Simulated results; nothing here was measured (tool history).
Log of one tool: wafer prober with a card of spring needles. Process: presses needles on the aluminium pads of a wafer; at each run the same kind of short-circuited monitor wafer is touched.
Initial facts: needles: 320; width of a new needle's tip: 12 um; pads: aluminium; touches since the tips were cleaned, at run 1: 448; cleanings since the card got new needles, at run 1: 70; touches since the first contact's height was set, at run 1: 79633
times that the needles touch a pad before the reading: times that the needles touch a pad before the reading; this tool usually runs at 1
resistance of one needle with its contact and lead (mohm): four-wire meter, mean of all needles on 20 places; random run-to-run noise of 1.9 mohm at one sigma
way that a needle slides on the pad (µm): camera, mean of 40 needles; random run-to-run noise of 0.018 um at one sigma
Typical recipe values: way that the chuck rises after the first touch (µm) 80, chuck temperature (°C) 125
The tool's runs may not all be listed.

run,hour,way that the chuck rises after the first touch (µm),chuck temperature (°C),times that the needles touch a pad before the reading,touches since the tips were cleaned,cleanings since the card got new needles,touches since the first contact's height was set,resistance of one needle with its contact and lead (mohm),way that a needle slides on the pad (µm)
1,0,80,125,1,448,70,79633,220,14.48
# hour 10.9: tips cleaned on abrasive film
# hour 24.6: tips cleaned on abrasive film
# hour 38.2: tips cleaned on abrasive film
# hour 51.9: tips cleaned on abrasive film
2,56.7,80,125,1,2215,74,105358,250,14.41
# hour 64.9: tips cleaned on abrasive film
# hour 75.9: tips cleaned on abrasive film
# hour 89.5: tips cleaned on abrasive film
3,92.3,80,125,1,1298,77,121503,243,14.4
# hour 100.6: tips cleaned on abrasive film
# hour 114.2: tips cleaned on abrasive film
# hour 127.8: tips cleaned on abrasive film
# hour 141.5: tips cleaned on abrasive film
# hour 155.1: tips cleaned on abrasive film
4,160.9,80,125,1,2655,82,152613,257,14.3
# hour 166.5: tips cleaned on abrasive film
# hour 180.1: tips cleaned on abrasive film
# hour 191: tips cleaned on abrasive film
# hour 202.2: height of the first contact set anew
# hour 205: tips cleaned on abrasive film
5,205,80,125,1,36,86,1273,206,14.01
# hour 216: tips cleaned on abrasive film
# hour 229.6: tips cleaned on abrasive film
# hour 243.3: tips cleaned on abrasive film
# hour 256.9: tips cleaned on abrasive film
# hour 270.6: tips cleaned on abrasive film
# hour 282.3: tips cleaned on abrasive film
6,282.3,80,125,1,0,92,36298,210,13.86
# hour 296: tips cleaned on abrasive film
# hour 309.6: tips cleaned on abrasive film
# hour 322.3: tips cleaned on abrasive film
7,322.3,80,125,1,0,95,54408,210,13.82
# hour 333.2: tips cleaned on abrasive film
# hour 346.8: tips cleaned on abrasive film
# hour 360.5: tips cleaned on abrasive film
8,366.9,80,125,3,2943,98,74673,224,13.77
# hour 372.4: tips cleaned on abrasive film
# hour 383.4: tips cleaned on abrasive film
# hour 397: tips cleaned on abrasive film
# hour 410.6: tips cleaned on abrasive film
# hour 424.3: tips cleaned on abrasive film
9,424.7,80,125,3,200,103,100856,206,13.68
# hour 435.7: tips cleaned on abrasive film
# hour 449.3: tips cleaned on abrasive film
# hour 462.9: tips cleaned on abrasive film
# hour 476.6: tips cleaned on abrasive film
# hour 490.2: tips cleaned on abrasive film
# hour 503.9: tips cleaned on abrasive film
10,507.7,80,31,1,1733,109,138474,244,13.59
# hour 515.9: tips cleaned on abrasive film
# hour 529.5: tips cleaned on abrasive film
# hour 540.5: tips cleaned on abrasive film
11,542.1,80,31,3,761,112,154084,195,13.56
# hour 553.1: tips cleaned on abrasive film
# hour 566.7: tips cleaned on abrasive film
# hour 580.3: tips cleaned on abrasive film
# hour 580.6: height of the first contact set anew
12,583.5,80,83,1,1318,115,1318,238,14.7
# hour 591.8: tips cleaned on abrasive film
# hour 602.7: tips cleaned on abrasive film
# hour 616.3: tips cleaned on abrasive film
# hour 630: tips cleaned on abrasive film
13,633.3,80,40,2,1526,119,23882,215,14.65
# hour 641.5: tips cleaned on abrasive film
# hour 644.5: height of the first contact set anew, once more
# hour 655.5: tips cleaned on abrasive film
# hour 669.1: tips cleaned on abrasive film
# hour 682.8: tips cleaned on abrasive film
14,691.3,97,37,1,3907,123,21228,238,17.76
# hour 694.1: tips cleaned on abrasive film
# hour 705.1: tips cleaned on abrasive film
# hour 718.7: tips cleaned on abrasive film
# hour 732.3: tips cleaned on abrasive film
# hour 746: tips cleaned on abrasive film
# hour 759.1: tips cleaned on abrasive film
15,759.1,97,37,1,0,129,51938,186,17.67
# hour 772.8: tips cleaned on abrasive film
# hour 786.4: tips cleaned on abrasive film
# hour 800: tips cleaned on abrasive film
# hour 813.7: tips cleaned on abrasive film
# hour 827.3: tips cleaned on abrasive film
# hour 838.3: tips cleaned on abrasive film
16,841.1,91,125,1,1318,135,89137,227,16.52
# hour 849.4: tips cleaned on abrasive film
# hour 863: tips cleaned on abrasive film
# hour 876.7: tips cleaned on abrasive film
# hour 890.3: tips cleaned on abrasive film
# hour 903.9: tips cleaned on abrasive film
17,908.9,78,29,1,2246,140,119840,250,14.03
# hour 917.1: tips cleaned on abrasive film
# hour 928: tips cleaned on abrasive film
# hour 941.7: tips cleaned on abrasive film
# hour 955.3: tips cleaned on abrasive film
# hour 966.2: tips cleaned on abrasive film
18,971.7,86,31,1,2502,145,148326,242,15.44
# hour 977.2: tips cleaned on abrasive film
# hour 990.9: tips cleaned on abrasive film
# hour 1004.5: tips cleaned on abrasive film
# hour 1018.2: tips cleaned on abrasive film
# hour 1023.9: height of the first contact set anew
# hour 1029.4: tips cleaned on abrasive film
19,1037.2,86,31,1,3546,150,6022,249,15.78
# hour 1042.7: tips cleaned on abrasive film
# hour 1053.6: tips cleaned on abrasive film
# hour 1067.2: tips cleaned on abrasive film
# hour 1080.9: tips cleaned on abrasive film
# hour 1091.8: tips cleaned on abrasive film
# hour 1105.5: tips cleaned on abrasive film
20,1107.8,86,31,1,1062,156,38015,221,15.69
# hour 1118.7: tips cleaned on abrasive film
# hour 1129.6: tips cleaned on abrasive film
# hour 1143.3: tips cleaned on abrasive film
# hour 1155: tips cleaned on abrasive film
21,1155,86,31,1,0,160,59428,189,15.64
# hour 1168.7: tips cleaned on abrasive film
# hour 1179.6: tips cleaned on abrasive film
# hour 1193.3: tips cleaned on abrasive film
# hour 1206.9: tips cleaned on abrasive film
22,1216.6,65,39,1,4452,164,87386,303,11.72
# hour 1219.4: tips cleaned on abrasive film
# hour 1233.1: tips cleaned on abrasive film
# hour 1246.7: tips cleaned on abrasive film
# hour 1258.7: card fitted with new needles
# hour 1272.4: tips cleaned on abrasive film
# hour 1286: tips cleaned on abrasive film
# hour 1299.7: tips cleaned on abrasive film
# hour 1312.5: tips cleaned on abrasive film
23,1312.5,65,39,1,0,4,24377,189,11.89

For each entry between runs, how does the tool's hidden state at the last listed run before it compare with that at the first listed run after it?
After run 1, before run 2: tips cleaned on abrasive film (hour 10.9); tips cleaned on abrasive film (hour 24.6); tips cleaned on abrasive film (hour 38.2); tips cleaned on abrasive film (hour 51.9)
  debris on the tips, nm: 30.7 -> 70.2; way that the needles fall short of the set height, um: 1.08 -> 1.36; tips' diameter, um: 13.96 -> 14.06
  measured minus no-state result, resistance of one needle with its contact and lead (mohm): +22 -> +49; way that a needle slides on the pad (µm): -0.2 -> -0.25
After run 2, before run 3: tips cleaned on abrasive film (hour 64.9); tips cleaned on abrasive film (hour 75.9); tips cleaned on abrasive film (hour 89.5)
  debris on the tips, nm: 70.2 -> 61.6; way that the needles fall short of the set height, um: 1.36 -> 1.63; tips' diameter, um: 14.06 -> 14.16
  measured minus no-state result, resistance of one needle with its contact and lead (mohm): +49 -> +43; way that a needle slides on the pad (µm): -0.25 -> -0.3
After run 3, before run 4: tips cleaned on abrasive film (hour 100.6); tips cleaned on abrasive film (hour 114.2); tips cleaned on abrasive film (hour 127.8); tips cleaned on abrasive film (hour 141.5); tips cleaned on abrasive film (hour 155.1)
  debris on the tips, nm: 61.6 -> 77; way that the needles fall short of the set height, um: 1.63 -> 2.08; tips' diameter, um: 14.16 -> 14.31
  measured minus no-state result, resistance of one needle with its contact and lead (mohm): +43 -> +56; way that a needle slides on the pad (µm): -0.3 -> -0.38
After run 4, before run 5: tips cleaned on abrasive film (hour 166.5); tips cleaned on abrasive film (hour 180.1); tips cleaned on abrasive film (hour 191); height of the first contact set anew (hour 202.2); tips cleaned on abrasive film (hour 205)
  debris on the tips, nm: 77 -> 8.2; way that the needles fall short of the set height, um: 2.08 -> 3.94; tips' diameter, um: 14.31 -> 14.44
  measured minus no-state result, resistance of one needle with its contact and lead (mohm): +56 -> +8; way that a needle slides on the pad (µm): -0.38 -> -0.72
After run 5, before run 6: tips cleaned on abrasive film (hour 216); tips cleaned on abrasive film (hour 229.6); tips cleaned on abrasive film (hour 243.3); tips cleaned on abrasive film (hour 256.9); tips cleaned on abrasive film (hour 270.6); tips cleaned on abrasive film (hour 282.3)
  debris on the tips, nm: 8.2 -> 5.4; way that the needles fall short of the set height, um: 3.94 -> 4.48; tips' diameter, um: 14.44 -> 14.63
  measured minus no-state result, resistance of one needle with its contact and lead (mohm): +8 -> +6; way that a needle slides on the pad (µm): -0.72 -> -0.83
After run 6, before run 7: tips cleaned on abrasive film (hour 296); tips cleaned on abrasive film (hour 309.6); tips cleaned on abrasive film (hour 322.3)
  debris on the tips, nm: 5.4 -> 11; way that the needles fall short of the set height, um: 4.48 -> 4.76; tips' diameter, um: 14.63 -> 14.72
  measured minus no-state result, resistance of one needle with its contact and lead (mohm): +6 -> +11; way that a needle slides on the pad (µm): -0.83 -> -0.88
After run 7, before run 8: tips cleaned on abrasive film (hour 333.2); tips cleaned on abrasive film (hour 346.8); tips cleaned on abrasive film (hour 360.5)
  debris on the tips, nm: 11 -> 84.6; way that the needles fall short of the set height, um: 4.76 -> 5.01; tips' diameter, um: 14.72 -> 14.81
  measured minus no-state result, resistance of one needle with its contact and lead (mohm): +11 -> +26; way that a needle slides on the pad (µm): -0.88 -> -0.92
After run 8, before run 9: tips cleaned on abrasive film (hour 372.4); tips cleaned on abrasive film (hour 383.4); tips cleaned on abrasive film (hour 397); tips cleaned on abrasive film (hour 410.6); tips cleaned on abrasive film (hour 424.3)
  debris on the tips, nm: 84.6 -> 19.8; way that the needles fall short of the set height, um: 5.01 -> 5.41; tips' diameter, um: 14.81 -> 14.95
  measured minus no-state result, resistance of one needle with its contact and lead (mohm): +26 -> +8; way that a needle slides on the pad (µm): -0.92 -> -0.99
After run 9, before run 10: tips cleaned on abrasive film (hour 435.7); tips cleaned on abrasive film (hour 449.3); tips cleaned on abrasive film (hour 462.9); tips cleaned on abrasive film (hour 476.6); tips cleaned on abrasive film (hour 490.2); tips cleaned on abrasive film (hour 503.9)
  debris on the tips, nm: 19.8 -> 62.7; way that the needles fall short of the set height, um: 5.41 -> 5.91; tips' diameter, um: 14.95 -> 15.13
  measured minus no-state result, resistance of one needle with its contact and lead (mohm): +8 -> +61; way that a needle slides on the pad (µm): -0.99 -> -1.09
After run 10, before run 11: tips cleaned on abrasive film (hour 515.9); tips cleaned on abrasive film (hour 529.5); tips cleaned on abrasive film (hour 540.5)
  debris on the tips, nm: 62.7 -> 43.1; way that the needles fall short of the set height, um: 5.91 -> 6.16; tips' diameter, um: 15.13 -> 15.21
  measured minus no-state result, resistance of one needle with its contact and lead (mohm): +61 -> +17; way that a needle slides on the pad (µm): -1.09 -> -1.13
After run 11, before run 12: tips cleaned on abrasive film (hour 553.1); tips cleaned on abrasive film (hour 566.7); tips cleaned on abrasive film (hour 580.3); height of the first contact set anew (hour 580.6)
  debris on the tips, nm: 43.1 -> 58.7; way that the needles fall short of the set height, um: 6.16 -> 0; tips' diameter, um: 15.21 -> 15.31
  measured minus no-state result, resistance of one needle with its contact and lead (mohm): +17 -> +47; way that a needle slides on the pad (µm): -1.13 -> +0
After run 12, before run 13: tips cleaned on abrasive film (hour 591.8); tips cleaned on abrasive film (hour 602.7); tips cleaned on abrasive film (hour 616.3); tips cleaned on abrasive film (hour 630)
  debris on the tips, nm: 58.7 -> 61.6; way that the needles fall short of the set height, um: 0 -> 0.38; tips' diameter, um: 15.31 -> 15.44
  measured minus no-state result, resistance of one needle with its contact and lead (mohm): +47 -> +33; way that a needle slides on the pad (µm): +0 -> -0.07
After run 13, before run 14: tips cleaned on abrasive film (hour 641.5); height of the first contact set anew, once more (hour 644.5); tips cleaned on abrasive film (hour 655.5); tips cleaned on abrasive film (hour 669.1); tips cleaned on abrasive film (hour 682.8)
  debris on the tips, nm: 61.6 -> 88.5; way that the needles fall short of the set height, um: 0.38 -> 0.27; tips' diameter, um: 15.44 -> 15.57
  measured minus no-state result, resistance of one needle with its contact and lead (mohm): +33 -> +58; way that a needle slides on the pad (µm): -0.07 -> -0.05
After run 14, before run 15: tips cleaned on abrasive film (hour 694.1); tips cleaned on abrasive film (hour 705.1); tips cleaned on abrasive film (hour 718.7); tips cleaned on abrasive film (hour 732.3); tips cleaned on abrasive film (hour 746); tips cleaned on abrasive film (hour 759.1)
  debris on the tips, nm: 88.5 -> 10; way that the needles fall short of the set height, um: 0.27 -> 0.77; tips' diameter, um: 15.57 -> 15.74
  measured minus no-state result, resistance of one needle with its contact and lead (mohm): +58 -> +8; way that a needle slides on the pad (µm): -0.05 -> -0.14
After run 15, before run 16: tips cleaned on abrasive film (hour 772.8); tips cleaned on abrasive film (hour 786.4); tips cleaned on abrasive film (hour 800); tips cleaned on abrasive film (hour 813.7); tips cleaned on abrasive film (hour 827.3); tips cleaned on abrasive film (hour 838.3)
  debris on the tips, nm: 10 -> 47.9; way that the needles fall short of the set height, um: 0.77 -> 1.2; tips' diameter, um: 15.74 -> 15.89
  measured minus no-state result, resistance of one needle with its contact and lead (mohm): +8 -> +31; way that a needle slides on the pad (µm): -0.14 -> -0.23
After run 16, before run 17: tips cleaned on abrasive film (hour 849.4); tips cleaned on abrasive film (hour 863); tips cleaned on abrasive film (hour 876.7); tips cleaned on abrasive film (hour 890.3); tips cleaned on abrasive film (hour 903.9)
  debris on the tips, nm: 47.9 -> 72.3; way that the needles fall short of the set height, um: 1.2 -> 1.6; tips' diameter, um: 15.89 -> 16.03
  measured minus no-state result, resistance of one needle with its contact and lead (mohm): +31 -> +70; way that a needle slides on the pad (µm): -0.23 -> -0.3
After run 17, before run 18: tips cleaned on abrasive film (hour 917.1); tips cleaned on abrasive film (hour 928); tips cleaned on abrasive film (hour 941.7); tips cleaned on abrasive film (hour 955.3); tips cleaned on abrasive film (hour 966.2)
  way that the needles fall short of the set height, um: 1.6 -> 1.99; tips' diameter, um: 16.03 -> 16.17
  measured minus no-state result, resistance of one needle with its contact and lead (mohm): +70 -> +62; way that a needle slides on the pad (µm): -0.3 -> -0.36
After run 18, before run 19: tips cleaned on abrasive film (hour 977.2); tips cleaned on abrasive film (hour 990.9); tips cleaned on abrasive film (hour 1004.5); tips cleaned on abrasive film (hour 1018.2); height of the first contact set anew (hour 1023.9); tips cleaned on abrasive film (hour 1029.4)
  debris on the tips, nm: 72.3 -> 87.4; way that the needles fall short of the set height, um: 1.99 -> 0.06; tips' diameter, um: 16.17 -> 16.3
  measured minus no-state result, resistance of one needle with its contact and lead (mohm): +62 -> +71; way that a needle slides on the pad (µm): -0.36 -> -0.01
After run 19, before run 20: tips cleaned on abrasive film (hour 1042.7); tips cleaned on abrasive film (hour 1053.6); tips cleaned on abrasive film (hour 1067.2); tips cleaned on abrasive film (hour 1080.9); tips cleaned on abrasive film (hour 1091.8); tips cleaned on abrasive film (hour 1105.5)
  debris on the tips, nm: 87.4 -> 49.9; way that the needles fall short of the set height, um: 0.06 -> 0.62; tips' diameter, um: 16.3 -> 16.5
  measured minus no-state result, resistance of one needle with its contact and lead (mohm): +71 -> +42; way that a needle slides on the pad (µm): -0.01 -> -0.11
After run 20, before run 21: tips cleaned on abrasive film (hour 1118.7); tips cleaned on abrasive film (hour 1129.6); tips cleaned on abrasive film (hour 1143.3); tips cleaned on abrasive film (hour 1155)
  debris on the tips, nm: 49.9 -> 8.3; way that the needles fall short of the set height, um: 0.62 -> 0.93; tips' diameter, um: 16.5 -> 16.6
  measured minus no-state result, resistance of one needle with its contact and lead (mohm): +42 -> +9; way that a needle slides on the pad (µm): -0.11 -> -0.17
After run 21, before run 22: tips cleaned on abrasive film (hour 1168.7); tips cleaned on abrasive film (hour 1179.6); tips cleaned on abrasive film (hour 1193.3); tips cleaned on abrasive film (hour 1206.9)
  debris on the tips, nm: 8.3 -> 91; way that the needles fall short of the set height, um: 0.93 -> 1.29; tips' diameter, um: 16.6 -> 16.73
  measured minus no-state result, resistance of one needle with its contact and lead (mohm): +9 -> +121; way that a needle slides on the pad (µm): -0.17 -> -0.24
After run 22, before run 23: tips cleaned on abrasive film (hour 1219.4); tips cleaned on abrasive film (hour 1233.1); tips cleaned on abrasive film (hour 1246.7); card fitted with new needles (hour 1258.7); tips cleaned on abrasive film (hour 1272.4); tips cleaned on abrasive film (hour 1286); tips cleaned on abrasive film (hour 1299.7); tips cleaned on abrasive film (hour 1312.5)
  debris on the tips, nm: 91 -> 6.6; way that the needles fall short of the set height, um: 1.29 -> 0.34; tips' diameter, um: 16.73 -> 12.12
  measured minus no-state result, resistance of one needle with its contact and lead (mohm): +121 -> +6; way that a needle slides on the pad (µm): -0.24 -> -0.07
